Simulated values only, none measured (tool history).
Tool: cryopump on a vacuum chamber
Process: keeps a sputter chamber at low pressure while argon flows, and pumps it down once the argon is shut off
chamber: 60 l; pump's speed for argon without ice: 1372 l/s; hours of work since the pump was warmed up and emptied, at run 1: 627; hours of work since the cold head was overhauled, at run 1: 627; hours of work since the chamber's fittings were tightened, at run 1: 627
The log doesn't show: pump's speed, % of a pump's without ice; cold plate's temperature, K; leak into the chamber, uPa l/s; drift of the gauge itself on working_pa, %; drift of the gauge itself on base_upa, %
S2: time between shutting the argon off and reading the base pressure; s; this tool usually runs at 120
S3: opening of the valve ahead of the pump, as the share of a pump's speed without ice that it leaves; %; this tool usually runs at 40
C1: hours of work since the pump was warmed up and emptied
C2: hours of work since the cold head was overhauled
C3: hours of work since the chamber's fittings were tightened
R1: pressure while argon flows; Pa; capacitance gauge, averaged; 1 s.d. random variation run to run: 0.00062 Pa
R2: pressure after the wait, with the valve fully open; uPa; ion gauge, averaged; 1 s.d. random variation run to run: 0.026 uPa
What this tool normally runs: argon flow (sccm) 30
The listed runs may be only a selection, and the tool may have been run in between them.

{"run": 1, "hour": 0.0, "argon flow (sccm)": 30, "S2": 120, "S3": 40, "C1": 627, "C2": 627, "C3": 627, "R1": 0.1006, "R2": 1.41}
{"run": 2, "hour": 92.0, "argon flow (sccm)": 30, "S2": 120, "S3": 40, "C1": 671, "C2": 671, "C3": 671, "R1": 0.1017, "R2": 1.45}
{"run": 3, "hour": 194.2, "argon flow (sccm)": 16, "S2": 120, "S3": 40, "C1": 721, "C2": 721, "C3": 721, "R1": 0.0543, "R2": 1.46}
{"run": 4, "hour": 271.0, "argon flow (sccm)": 16, "S2": 120, "S3": 40, "C1": 758, "C2": 758, "C3": 758, "R1": 0.0548, "R2": 1.5}
{"run": 5, "hour": 374.9, "argon flow (sccm)": 16, "S2": 120, "S3": 40, "C1": 809, "C2": 809, "C3": 809, "R1": 0.0545, "R2": 1.56}
{"run": 6, "hour": 493.9, "argon flow (sccm)": 30, "S2": 256, "S3": 40, "C1": 867, "C2": 867, "C3": 867, "R1": 0.1058, "R2": 1.1}
{"run": 7, "hour": 559.6, "argon flow (sccm)": 30, "S2": 256, "S3": 40, "C1": 899, "C2": 899, "C3": 899, "R1": 0.1054, "R2": 1.17}
{"run": 8, "hour": 686.5, "argon flow (sccm)": 30, "S2": 256, "S3": 40, "C1": 961, "C2": 961, "C3": 961, "R1": 0.107, "R2": 1.2}
{"run": 9, "hour": 751.7, "argon flow (sccm)": 30, "S2": 256, "S3": 40, "C1": 992, "C2": 992, "C3": 992, "R1": 0.1087, "R2": 1.23}
{"hour": 845.7, "done": "pump warmed up, emptied and cooled again"}
{"run": 10, "hour": 865.8, "argon flow (sccm)": 30, "S2": 120, "S3": 40, "C1": 10, "C2": 1045, "C3": 1045, "R1": 0.0926, "R2": 1.5}
{"run": 11, "hour": 979.1, "argon flow (sccm)": 30, "S2": 120, "S3": 24, "C1": 65, "C2": 1100, "C3": 1100, "R1": 0.1553, "R2": 1.47}
{"run": 12, "hour": 1102.7, "argon flow (sccm)": 23, "S2": 120, "S3": 24, "C1": 125, "C2": 1161, "C3": 1161, "R1": 0.1194, "R2": 1.5}
{"run": 13, "hour": 1229.0, "argon flow (sccm)": 23, "S2": 120, "S3": 24, "C1": 186, "C2": 1222, "C3": 1222, "R1": 0.1188, "R2": 1.54}
{"run": 14, "hour": 1331.6, "argon flow (sccm)": 23, "S2": 64, "S3": 24, "C1": 236, "C2": 1272, "C3": 1272, "R1": 0.12, "R2": 2.31}
{"run": 15, "hour": 1441.8, "argon flow (sccm)": 30, "S2": 120, "S3": 37, "C1": 290, "C2": 1325, "C3": 1325, "R1": 0.1032, "R2": 1.68}
{"run": 16, "hour": 1509.3, "argon flow (sccm)": 30, "S2": 120, "S3": 40, "C1": 323, "C2": 1358, "C3": 1358, "R1": 0.0957, "R2": 1.68}
{"run": 17, "hour": 1625.7, "argon flow (sccm)": 30, "S2": 120, "S3": 40, "C1": 379, "C2": 1415, "C3": 1415, "R1": 0.0956, "R2": 1.64}
{"run": 18, "hour": 1723.9, "argon flow (sccm)": 30, "S2": 289, "S3": 25, "C1": 427, "C2": 1463, "C3": 1463, "R1": 0.152, "R2": 1.24}
{"run": 19, "hour": 1822.4, "argon flow (sccm)": 30, "S2": 110, "S3": 18, "C1": 475, "C2": 1511, "C3": 1511, "R1": 0.2097, "R2": 1.82}
{"run": 20, "hour": 1928.1, "argon flow (sccm)": 17, "S2": 120, "S3": 43, "C1": 526, "C2": 1562, "C3": 1562, "R1": 0.0526, "R2": 1.75}
{"run": 21, "hour": 2039.3, "argon flow (sccm)": 37, "S2": 21, "S3": 18, "C1": 581, "C2": 1616, "C3": 1616, "R1": 0.2621, "R2": 5.95}
{"run": 22, "hour": 2144.4, "argon flow (sccm)": 22, "S2": 35, "S3": 18, "C1": 632, "C2": 1667, "C3": 1667, "R1": 0.1564, "R2": 3.97}
{"run": 23, "hour": 2262.6, "argon flow (sccm)": 22, "S2": 35, "S3": 18, "C1": 689, "C2": 1725, "C3": 1725, "R1": 0.1578, "R2": 4.1}
{"run": 24, "hour": 2364.7, "argon flow (sccm)": 38, "S2": 52, "S3": 40, "C1": 739, "C2": 1774, "C3": 1774, "R1": 0.128, "R2": 3.11}
{"run": 25, "hour": 2450.8, "argon flow (sccm)": 38, "S2": 107, "S3": 20, "C1": 781, "C2": 1816, "C3": 1816, "R1": 0.2453, "R2": 2.03}
{"run": 26, "hour": 2570.9, "argon flow (sccm)": 30, "S2": 35, "S3": 44, "C1": 839, "C2": 1875, "C3": 1875, "R1": 0.095, "R2": 4.15}
{"run": 27, "hour": 2657.6, "argon flow (sccm)": 16, "S2": 241, "S3": 24, "C1": 881, "C2": 1917, "C3": 1917, "R1": 0.0897, "R2": 1.7}
{"run": 28, "hour": 2721.3, "argon flow (sccm)": 16, "S2": 214, "S3": 44, "C1": 912, "C2": 1948, "C3": 1948, "R1": 0.0518, "R2": 1.79}
{"run": 29, "hour": 2839.2, "argon flow (sccm)": 18, "S2": 103, "S3": 30, "C1": 970, "C2": 2005, "C3": 2005, "R1": 0.0812, "R2": 2.31}
{"run": 30, "hour": 2949.4, "argon flow (sccm)": 13, "S2": 182, "S3": 47, "C1": 1023, "C2": 2059, "C3": 2059, "R1": 0.0401, "R2": 1.9}
{"hour": 2983.3, "done": "pump warmed up, emptied and cooled again"}
{"run": 31, "hour": 3078.2, "argon flow (sccm)": 14, "S2": 20, "S3": 29, "C1": 46, "C2": 2119, "C3": 2119, "R1": 0.0589, "R2": 6.31}
{"run": 32, "hour": 3198.3, "argon flow (sccm)": 14, "S2": 20, "S3": 29, "C1": 105, "C2": 2177, "C3": 2177, "R1": 0.0607, "R2": 6.36}
{"run": 33, "hour": 3315.9, "argon flow (sccm)": 14, "S2": 20, "S3": 50, "C1": 162, "C2": 2235, "C3": 2235, "R1": 0.0344, "R2": 6.26}
{"run": 34, "hour": 3380.9, "argon flow (sccm)": 60, "S2": 44, "S3": 50, "C1": 193, "C2": 2266, "C3": 2266, "R1": 0.1533, "R2": 3.5}

3 options for the next run, each taken on its own from the tool as it stands now. Forecast them:
{"run": "A", "hour": 3485.1, "argon flow (sccm)": 30, "S2": 50, "S3": 40, "C1": 244, "C2": 2317, "C3": 2317, "R1": "?", "R2": "?"}
{"run": "B", "hour": 3485.1, "argon flow (sccm)": 60, "S2": 111, "S3": 42, "C1": 244, "C2": 2317, "C3": 2317, "R1": "?", "R2": "?"}
{"run": "C", "hour": 3485.1, "argon flow (sccm)": 60, "S2": 44, "S3": 47, "C1": 244, "C2": 2317, "C3": 2317, "R1": "?", "R2": "?"}

run=A R1=0.0956 R2=3.23
run=B R1=0.1818 R2=2.13
run=C R1=0.1629 R2=3.53
The same runs, with their run-to-run variation unchanged, on a tool lacking any hidden condition would have given:
run=A R1=0.0925 R2=2.29
run=B R1=0.1756 R2=1.18
run=C R1=0.1567 R2=2.60
